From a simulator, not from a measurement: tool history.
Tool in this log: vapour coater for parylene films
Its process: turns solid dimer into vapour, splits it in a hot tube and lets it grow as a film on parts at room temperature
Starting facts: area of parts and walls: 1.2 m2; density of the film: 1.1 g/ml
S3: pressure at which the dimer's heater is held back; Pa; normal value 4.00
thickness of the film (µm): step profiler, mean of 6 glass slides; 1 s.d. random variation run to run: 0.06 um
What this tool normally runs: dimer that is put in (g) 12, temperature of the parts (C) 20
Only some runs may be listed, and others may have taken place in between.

{"run": 1, "day": 0.0, "dimer that is put in (g)": 12, "temperature of the parts (C)": 20, "S3": 4.0, "thickness of the film (µm)": 6.73}
{"run": 2, "day": 0.867, "dimer that is put in (g)": 12, "temperature of the parts (C)": 20, "S3": 4.0, "thickness of the film (µm)": 6.73}
{"day": 1.492, "done": "trap's valve overhauled"}
{"run": 3, "day": 1.979, "dimer that is put in (g)": 9, "temperature of the parts (C)": 20, "S3": 4.0, "thickness of the film (µm)": 5.21}
{"run": 4, "day": 2.479, "dimer that is put in (g)": 9, "temperature of the parts (C)": 20, "S3": 4.0, "thickness of the film (µm)": 5.18}
{"run": 5, "day": 2.975, "dimer that is put in (g)": 9, "temperature of the parts (C)": 20, "S3": 4.0, "thickness of the film (µm)": 5.09}
{"run": 6, "day": 3.433, "dimer that is put in (g)": 9, "temperature of the parts (C)": 20, "S3": 4.0, "thickness of the film (µm)": 5.23}
{"run": 7, "day": 3.858, "dimer that is put in (g)": 9, "temperature of the parts (C)": 20, "S3": 4.0, "thickness of the film (µm)": 5.13}
{"run": 8, "day": 4.9, "dimer that is put in (g)": 9, "temperature of the parts (C)": 20, "S3": 4.0, "thickness of the film (µm)": 5.21}
{"run": 9, "day": 5.783, "dimer that is put in (g)": 15, "temperature of the parts (C)": 20, "S3": 4.0, "thickness of the film (µm)": 8.57}
{"run": 10, "day": 6.625, "dimer that is put in (g)": 15, "temperature of the parts (C)": 20, "S3": 4.0, "thickness of the film (µm)": 8.57}
{"run": 11, "day": 7.596, "dimer that is put in (g)": 12, "temperature of the parts (C)": 20, "S3": 4.0, "thickness of the film (µm)": 6.78}
{"run": 12, "day": 8.092, "dimer that is put in (g)": 12, "temperature of the parts (C)": 20, "S3": 4.0, "thickness of the film (µm)": 6.68}
{"run": 13, "day": 9.104, "dimer that is put in (g)": 20, "temperature of the parts (C)": 14, "S3": 4.2, "thickness of the film (µm)": 14.28}
{"run": 14, "day": 9.558, "dimer that is put in (g)": 20, "temperature of the parts (C)": 14, "S3": 4.2, "thickness of the film (µm)": 14.3}
{"run": 15, "day": 10.296, "dimer that is put in (g)": 14, "temperature of the parts (C)": 18, "S3": 5.2, "thickness of the film (µm)": 8.44}
{"run": 16, "day": 10.754, "dimer that is put in (g)": 5, "temperature of the parts (C)": 13, "S3": 4.0, "thickness of the film (µm)": 3.47}
{"run": 17, "day": 11.354, "dimer that is put in (g)": 5, "temperature of the parts (C)": 13, "S3": 4.0, "thickness of the film (µm)": 3.55}
{"day": 12.217, "done": "trap's valve overhauled"}
{"run": 18, "day": 12.3, "dimer that is put in (g)": 5, "temperature of the parts (C)": 26, "S3": 4.24, "thickness of the film (µm)": 2.3}
{"run": 19, "day": 13.329, "dimer that is put in (g)": 20, "temperature of the parts (C)": 20, "S3": 11.17, "thickness of the film (µm)": 10.7}
{"run": 20, "day": 14.108, "dimer that is put in (g)": 12, "temperature of the parts (C)": 28, "S3": 2.66, "thickness of the film (µm)": 5.17}
{"run": 21, "day": 14.808, "dimer that is put in (g)": 6, "temperature of the parts (C)": 15, "S3": 3.37, "thickness of the film (µm)": 4.32}
{"run": 22, "day": 15.321, "dimer that is put in (g)": 6, "temperature of the parts (C)": 15, "S3": 3.37, "thickness of the film (µm)": 4.36}

Forecast each of these 3 alternatives for the next run:
{"run": "A", "day": 15.8, "dimer that is put in (g)": 12, "temperature of the parts (C)": 20, "S3": 5.83, "thickness of the film (µm)": "?"}
{"run": "B", "day": 15.8, "dimer that is put in (g)": 14, "temperature of the parts (C)": 28, "S3": 4.0, "thickness of the film (µm)": "?"}
{"run": "C", "day": 15.8, "dimer that is put in (g)": 12, "temperature of the parts (C)": 20, "S3": 4.3, "thickness of the film (µm)": "?"}

run=A thickness_of_the_film_(µm)=6.68
run=B thickness_of_the_film_(µm)=5.87
run=C thickness_of_the_film_(µm)=6.96
The same runs, with their run-to-run variation unchanged, on a tool lacking any hidden condition would have given:
run=A thickness_of_the_film_(µm)=6.78
run=B thickness_of_the_film_(µm)=5.95
run=C thickness_of_the_film_(µm)=7.06
